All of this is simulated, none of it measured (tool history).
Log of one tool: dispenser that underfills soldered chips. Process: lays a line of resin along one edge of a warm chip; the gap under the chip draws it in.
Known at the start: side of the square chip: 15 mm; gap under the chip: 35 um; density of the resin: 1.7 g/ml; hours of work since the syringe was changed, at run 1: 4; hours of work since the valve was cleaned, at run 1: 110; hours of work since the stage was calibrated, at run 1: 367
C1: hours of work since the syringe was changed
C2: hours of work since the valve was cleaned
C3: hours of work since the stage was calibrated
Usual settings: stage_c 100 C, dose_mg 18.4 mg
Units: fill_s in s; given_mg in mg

run 1 hour=0 | stage_c=100 dose_mg=18.4 | C1=4 C2=110 C3=367 | fill_s=326.1 given_mg=17.64
-- hour=7.4 new syringe of resin
run 2 hour=13.9 | stage_c=100 dose_mg=18.4 | C1=4 C2=118 C3=375 | fill_s=328.2 given_mg=17.6
-- hour=21.1 new syringe of resin
run 3 hour=22.7 | stage_c=100 dose_mg=18.4 | C1=1 C2=124 C3=381 | fill_s=285.5 given_mg=17.43
-- hour=34.4 new syringe of resin
run 4 hour=38.2 | stage_c=100 dose_mg=17.7 | C1=2 C2=133 C3=390 | fill_s=310.7 given_mg=16.8
-- hour=47.5 new syringe of resin
run 5 hour=48.8 | stage_c=100 dose_mg=17.7 | C1=1 C2=140 C3=397 | fill_s=282.4 given_mg=16.64
-- hour=60.6 new syringe of resin
-- hour=61.6 dispensing valve cleaned and set on the balance
run 6 hour=65.5 | stage_c=100 dose_mg=17.7 | C1=2 C2=2 C3=407 | fill_s=301.9 given_mg=17.81
-- hour=74.8 new syringe of resin
run 7 hour=79.8 | stage_c=100 dose_mg=17.2 | C1=3 C2=11 C3=416 | fill_s=315.4 given_mg=17.13
-- hour=87.5 new syringe of resin
run 8 hour=87.7 | stage_c=100 dose_mg=17.2 | C1=0 C2=16 C3=420 | fill_s=276.5 given_mg=17.1
run 9 hour=95.4 | stage_c=100 dose_mg=17.2 | C1=5 C2=21 C3=425 | fill_s=344.5 given_mg=17.16
-- hour=101.2 new syringe of resin
run 10 hour=105 | stage_c=100 dose_mg=17.2 | C1=2 C2=27 C3=431 | fill_s=305.2 given_mg=17.05
-- hour=114.5 new syringe of resin
run 11 hour=115.1 | stage_c=100 dose_mg=17.2 | C1=0 C2=33 C3=437 | fill_s=275.9 given_mg=16.89
-- hour=127.4 new syringe of resin
run 12 hour=127.4 | stage_c=100 dose_mg=17.2 | C1=0 C2=41 C3=445 | fill_s=268.3 given_mg=16.86
run 13 hour=135 | stage_c=100 dose_mg=17.2 | C1=5 C2=46 C3=450 | fill_s=339.3 given_mg=16.94
-- hour=140.4 new syringe of resin
run 14 hour=150.7 | stage_c=100 dose_mg=17.2 | C1=6 C2=55 C3=459 | fill_s=373.9 given_mg=16.7
-- hour=153.5 new syringe of resin
run 15 hour=158.2 | stage_c=100 dose_mg=17.9 | C1=3 C2=60 C3=464 | fill_s=306 given_mg=17.44
-- hour=166.4 new syringe of resin
run 16 hour=168.6 | stage_c=100 dose_mg=17.9 | C1=1 C2=66 C3=470 | fill_s=280 given_mg=17.4
-- hour=179.7 new syringe of resin
run 17 hour=183.8 | stage_c=100 dose_mg=17.9 | C1=3 C2=76 C3=480 | fill_s=297.7 given_mg=17.33
-- hour=190.9 stage's temperature calibrated
-- hour=194.6 new syringe of resin
run 18 hour=197.9 | stage_c=91 dose_mg=20.2 | C1=2 C2=84 C3=4 | fill_s=449.4 given_mg=19.45
run 19 hour=204.3 | stage_c=93 dose_mg=16.3 | C1=6 C2=88 C3=8 | fill_s=555.7 given_mg=15.8
-- hour=207.4 new syringe of resin
run 20 hour=213.6 | stage_c=93 dose_mg=16.3 | C1=4 C2=94 C3=14 | fill_s=493.4 given_mg=15.82
-- hour=220.2 new syringe of resin
run 21 hour=228.1 | stage_c=106 dose_mg=17.1 | C1=5 C2=102 C3=23 | fill_s=326.2 given_mg=16.29
-- hour=234.1 new syringe of resin
run 22 hour=243.2 | stage_c=106 dose_mg=17.1 | C1=6 C2=112 C3=32 | fill_s=331.3 given_mg=16.31
-- hour=247.1 new syringe of resin
run 23 hour=255.1 | stage_c=115 dose_mg=22.1 | C1=5 C2=119 C3=40 | fill_s=218.5 given_mg=21.06
-- hour=260.9 new syringe of resin
run 24 hour=264.4 | stage_c=115 dose_mg=23.9 | C1=2 C2=125 C3=45 | fill_s=189.6 given_mg=22.74
-- hour=274.3 new syringe of resin
run 25 hour=276.8 | stage_c=87 dose_mg=20.5 | C1=2 C2=133 C3=53 | fill_s=510.7 given_mg=19.6
-- hour=287.4 new syringe of resin
run 26 hour=291.3 | stage_c=87 dose_mg=20.5 | C1=3 C2=142 C3=62 | fill_s=533.5 given_mg=19.51
-- hour=300.6 new syringe of resin
-- hour=301.6 dispensing valve cleaned and set on the balance
run 27 hour=306.1 | stage_c=109 dose_mg=17.4 | C1=3 C2=3 C3=71 | fill_s=251.6 given_mg=17.48
run 28 hour=313.9 | stage_c=112 dose_mg=17.1 | C1=8 C2=8 C3=76 | fill_s=284.1 given_mg=17.04
-- hour=315.1 new syringe of resin
-- hour=328.3 new syringe of resin
run 29 hour=328.6 | stage_c=112 dose_mg=19.6 | C1=0 C2=17 C3=85 | fill_s=192.1 given_mg=19.59
-- hour=341.5 new syringe of resin
run 30 hour=342.8 | stage_c=112 dose_mg=19.6 | C1=1 C2=26 C3=93 | fill_s=199.9 given_mg=19.43
run 31 hour=352 | stage_c=112 dose_mg=19.6 | C1=7 C2=31 C3=99 | fill_s=269 given_mg=19.35

Some steps in fill_s between neighbouring runs. How much of each would the tool show without its hidden state too (settings, what came in, random variation), and how much is left for the hidden state, with any gauge scatter that isn't in both results?
The hidden state here: resin's viscosity, % of fresh resin's; dose that the valve gives, % of what is set; true chip temperature over the reading, C; drift of the gauge itself on fill_s, %; drift of the gauge itself on given_mg, %.
Run 8 -> 9: no setting changed, nothing entered. fill_s +68 s: hidden state +74.7, all else -6.7.
Run 18 -> 19: stage_c 91 -> 93, dose_mg 20.2 -> 16.3. fill_s +106.3 s: hidden state +106, all else +0.3.
Run 20 -> 21: stage_c 93 -> 106, dose_mg 16.3 -> 17.1, new syringe of resin. fill_s -167.2 s: hidden state -11.1, all else -156.1.
Run 24 -> 25: stage_c 115 -> 87, dose_mg 23.9 -> 20.5, new syringe of resin. fill_s +321.1 s: hidden state +10.4, all else +310.7.
Run 26 -> 27: stage_c 87 -> 109, dose_mg 20.5 -> 17.4, new syringe of resin, dispensing valve cleaned and set on the balance. fill_s -281.9 s: hidden state -16, all else -265.9.
Run 28 -> 29: dose_mg 17.1 -> 19.6, new syringe of resin, new syringe of resin. fill_s -92 s: hidden state -88.7, all else -3.3.
